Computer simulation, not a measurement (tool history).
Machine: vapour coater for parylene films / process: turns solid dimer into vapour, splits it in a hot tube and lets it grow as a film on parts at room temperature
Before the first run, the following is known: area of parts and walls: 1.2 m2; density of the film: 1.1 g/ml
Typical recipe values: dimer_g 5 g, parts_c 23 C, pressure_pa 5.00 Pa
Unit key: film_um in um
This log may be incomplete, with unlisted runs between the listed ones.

run 1 hour=0.0 | dimer_g=5 parts_c=23 pressure_pa=5.00 | film_um=2.16
run 2 hour=38.6 | dimer_g=5 parts_c=23 pressure_pa=5.00 | film_um=2.13
-- hour=60.7 trap's valve overhauled
run 3 hour=102.3 | dimer_g=5 parts_c=23 pressure_pa=5.00 | film_um=2.38
run 4 hour=162.2 | dimer_g=5 parts_c=23 pressure_pa=5.00 | film_um=2.34
run 5 hour=220.4 | dimer_g=5 parts_c=23 pressure_pa=5.00 | film_um=2.36
run 6 hour=257.4 | dimer_g=5 parts_c=23 pressure_pa=5.00 | film_um=2.32
run 7 hour=315.7 | dimer_g=5 parts_c=23 pressure_pa=10.70 | film_um=2.00
run 8 hour=373.4 | dimer_g=6 parts_c=23 pressure_pa=5.00 | film_um=2.73
run 9 hour=434.2 | dimer_g=6 parts_c=23 pressure_pa=5.00 | film_um=2.72
run 10 hour=460.8 | dimer_g=6 parts_c=23 pressure_pa=5.00 | film_um=2.72
run 11 hour=495.2 | dimer_g=5 parts_c=31 pressure_pa=5.00 | film_um=1.96
run 12 hour=539.7 | dimer_g=5 parts_c=31 pressure_pa=5.00 | film_um=1.96
run 13 hour=588.2 | dimer_g=5 parts_c=32 pressure_pa=5.00 | film_um=1.91
run 14 hour=629.5 | dimer_g=5 parts_c=32 pressure_pa=5.00 | film_um=1.91
run 15 hour=670.3 | dimer_g=5 parts_c=32 pressure_pa=5.00 | film_um=1.89
run 16 hour=729.1 | dimer_g=5 parts_c=23 pressure_pa=5.00 | film_um=2.18
run 17 hour=762.6 | dimer_g=5 parts_c=23 pressure_pa=5.96 | film_um=2.11
-- hour=799.1 trap's valve overhauled
run 18 hour=830.4 | dimer_g=5 parts_c=23 pressure_pa=5.96 | film_um=2.31
run 19 hour=871.7 | dimer_g=5 parts_c=16 pressure_pa=5.00 | film_um=2.66
run 20 hour=917.9 | dimer_g=5 parts_c=16 pressure_pa=5.00 | film_um=2.60
run 21 hour=963.3 | dimer_g=5 parts_c=16 pressure_pa=5.00 | film_um=2.61
run 22 hour=1023.0 | dimer_g=8 parts_c=20 pressure_pa=5.00 | film_um=3.88
run 23 hour=1078.1 | dimer_g=8 parts_c=20 pressure_pa=5.00 | film_um=3.88
run 24 hour=1122.7 | dimer_g=4 parts_c=27 pressure_pa=7.37 | film_um=1.58
run 25 hour=1175.5 | dimer_g=3 parts_c=30 pressure_pa=5.33 | film_um=1.21
run 26 hour=1211.6 | dimer_g=4 parts_c=23 pressure_pa=8.00 | film_um=1.66
run 27 hour=1245.8 | dimer_g=4 parts_c=23 pressure_pa=8.00 | film_um=1.65
-- hour=1257.4 table's thermometer calibrated
run 28 hour=1282.6 | dimer_g=5 parts_c=19 pressure_pa=5.21 | film_um=2.35
run 29 hour=1322.5 | dimer_g=5 parts_c=28 pressure_pa=5.00 | film_um=1.99
run 30 hour=1378.5 | dimer_g=4 parts_c=24 pressure_pa=3.77 | film_um=1.78
run 31 hour=1431.2 | dimer_g=6 parts_c=23 pressure_pa=6.91 | film_um=2.44
run 32 hour=1480.5 | dimer_g=6 parts_c=32 pressure_pa=9.14 | film_um=1.96
-- hour=1538.7 trap's valve overhauled
run 33 hour=1544.3 | dimer_g=8 parts_c=31 pressure_pa=5.00 | film_um=3.30
run 34 hour=1603.6 | dimer_g=6 parts_c=18 pressure_pa=5.00 | film_um=3.04
run 35 hour=1632.1 | dimer_g=6 parts_c=18 pressure_pa=5.00 | film_um=3.04
run 36 hour=1663.3 | dimer_g=5 parts_c=19 pressure_pa=5.94 | film_um=2.42
run 37 hour=1719.1 | dimer_g=5 parts_c=22 pressure_pa=5.00 | film_um=2.33
run 38 hour=1751.6 | dimer_g=3 parts_c=34 pressure_pa=5.00 | film_um=1.16
run 39 hour=1779.4 | dimer_g=4 parts_c=32 pressure_pa=3.61 | film_um=1.68
run 40 hour=1828.6 | dimer_g=4 parts_c=32 pressure_pa=3.61 | film_um=1.67
run 41 hour=1874.7 | dimer_g=4 parts_c=21 pressure_pa=2.43 | film_um=2.13
run 42 hour=1928.1 | dimer_g=3 parts_c=34 pressure_pa=8.10 | film_um=1.04

Table of differences, measured result less the result of that run with no hidden state. Run-to-run variation is the same in both. Gauge scatter possibly is not:
What the log doesn't record here: vapour lost through the trap's worn valve, %; true temperature of the parts over the reading, C; drift of the gauge itself on film_um, %.
run=1 film_um=-0.19
run=2 film_um=-0.21
run=3 film_um=+0.01
run=4 film_um=-0.01
run=5 film_um=-0.03
run=6 film_um=-0.04
run=7 film_um=-0.04
run=8 film_um=-0.08
run=9 film_um=-0.11
run=10 film_um=-0.12
run=11 film_um=-0.10
run=12 film_um=-0.11
run=13 film_um=-0.12
run=14 film_um=-0.13
run=15 film_um=-0.14
run=16 film_um=-0.18
run=17 film_um=-0.18
run=18 film_um=+0.01
run=19 film_um=+0.00
run=20 film_um=-0.02
run=21 film_um=-0.03
run=22 film_um=-0.07
run=23 film_um=-0.10
run=24 film_um=-0.05
run=25 film_um=-0.04
run=26 film_um=-0.07
run=27 film_um=-0.07
run=28 film_um=-0.16
run=29 film_um=-0.15
run=30 film_um=-0.15
run=31 film_um=-0.23
run=32 film_um=-0.20
run=33 film_um=+0.00
run=34 film_um=-0.02
run=35 film_um=-0.03
run=36 film_um=-0.03
run=37 film_um=-0.06
run=38 film_um=-0.03
run=39 film_um=-0.05
run=40 film_um=-0.07
run=41 film_um=-0.10
run=42 film_um=-0.05
